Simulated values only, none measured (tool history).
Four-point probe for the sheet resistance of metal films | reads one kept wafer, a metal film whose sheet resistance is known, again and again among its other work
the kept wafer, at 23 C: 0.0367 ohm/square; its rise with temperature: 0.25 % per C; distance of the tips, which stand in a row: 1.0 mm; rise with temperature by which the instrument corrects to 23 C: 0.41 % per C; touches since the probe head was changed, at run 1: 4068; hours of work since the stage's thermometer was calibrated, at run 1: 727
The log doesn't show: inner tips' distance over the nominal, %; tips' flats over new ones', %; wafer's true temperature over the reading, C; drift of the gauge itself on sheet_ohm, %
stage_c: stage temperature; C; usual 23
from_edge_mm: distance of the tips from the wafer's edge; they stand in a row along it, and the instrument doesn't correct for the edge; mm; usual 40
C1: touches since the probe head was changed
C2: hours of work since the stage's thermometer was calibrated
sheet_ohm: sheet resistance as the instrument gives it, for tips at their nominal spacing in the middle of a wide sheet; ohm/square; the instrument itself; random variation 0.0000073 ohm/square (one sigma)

{"run": 1, "hour": 0.0, "stage_c": 23, "from_edge_mm": 40, "C1": 4068, "C2": 727, "sheet_ohm": 0.036702}
{"run": 2, "hour": 20.8, "stage_c": 23, "from_edge_mm": 40, "C1": 4464, "C2": 742, "sheet_ohm": 0.036703}
{"run": 3, "hour": 32.0, "stage_c": 22, "from_edge_mm": 40, "C1": 4678, "C2": 751, "sheet_ohm": 0.036777}
{"run": 4, "hour": 47.1, "stage_c": 22, "from_edge_mm": 40, "C1": 4968, "C2": 762, "sheet_ohm": 0.036774}
{"run": 5, "hour": 66.9, "stage_c": 22, "from_edge_mm": 40, "C1": 5346, "C2": 777, "sheet_ohm": 0.036775}
{"run": 6, "hour": 77.8, "stage_c": 22, "from_edge_mm": 40, "C1": 5553, "C2": 785, "sheet_ohm": 0.036769}
{"run": 7, "hour": 97.7, "stage_c": 23, "from_edge_mm": 40, "C1": 5933, "C2": 801, "sheet_ohm": 0.036713}
{"run": 8, "hour": 119.1, "stage_c": 23, "from_edge_mm": 52, "C1": 6343, "C2": 817, "sheet_ohm": 0.036694}
{"run": 9, "hour": 131.8, "stage_c": 23, "from_edge_mm": 9, "C1": 6584, "C2": 826, "sheet_ohm": 0.036939}
{"run": 10, "hour": 153.2, "stage_c": 31, "from_edge_mm": 31, "C1": 6994, "C2": 843, "sheet_ohm": 0.036289}
{"run": 11, "hour": 162.7, "stage_c": 34, "from_edge_mm": 4, "C1": 7175, "C2": 850, "sheet_ohm": 0.037257}
{"run": 12, "hour": 182.8, "stage_c": 23, "from_edge_mm": 13, "C1": 7559, "C2": 865, "sheet_ohm": 0.036808}
{"run": 13, "hour": 197.9, "stage_c": 23, "from_edge_mm": 13, "C1": 7847, "C2": 876, "sheet_ohm": 0.036804}
{"run": 14, "hour": 221.2, "stage_c": 23, "from_edge_mm": 13, "C1": 8293, "C2": 894, "sheet_ohm": 0.036825}

4 ways to go on from here, each from the tool as it stands after run 14. What would each give?
{"run": "A", "hour": 231.3, "stage_c": 23, "from_edge_mm": 4, "C1": 8485, "C2": 902, "sheet_ohm": "?"}
{"run": "B", "hour": 231.3, "stage_c": 35, "from_edge_mm": 5, "C1": 8485, "C2": 902, "sheet_ohm": "?"}
{"run": "C", "hour": 231.3, "stage_c": 20, "from_edge_mm": 4, "C1": 8485, "C2": 902, "sheet_ohm": "?"}
{"run": "D", "hour": 231.3, "stage_c": 21, "from_edge_mm": 7, "C1": 8485, "C2": 902, "sheet_ohm": "?"}

run=A sheet_ohm=0.037882
run=B sheet_ohm=0.036802
run=C sheet_ohm=0.038075
run=D sheet_ohm=0.03722
Without the tool's hidden state the same runs would have given:
run=A sheet_ohm=0.037883
run=B sheet_ohm=0.036802
run=C sheet_ohm=0.038075
run=D sheet_ohm=0.03722

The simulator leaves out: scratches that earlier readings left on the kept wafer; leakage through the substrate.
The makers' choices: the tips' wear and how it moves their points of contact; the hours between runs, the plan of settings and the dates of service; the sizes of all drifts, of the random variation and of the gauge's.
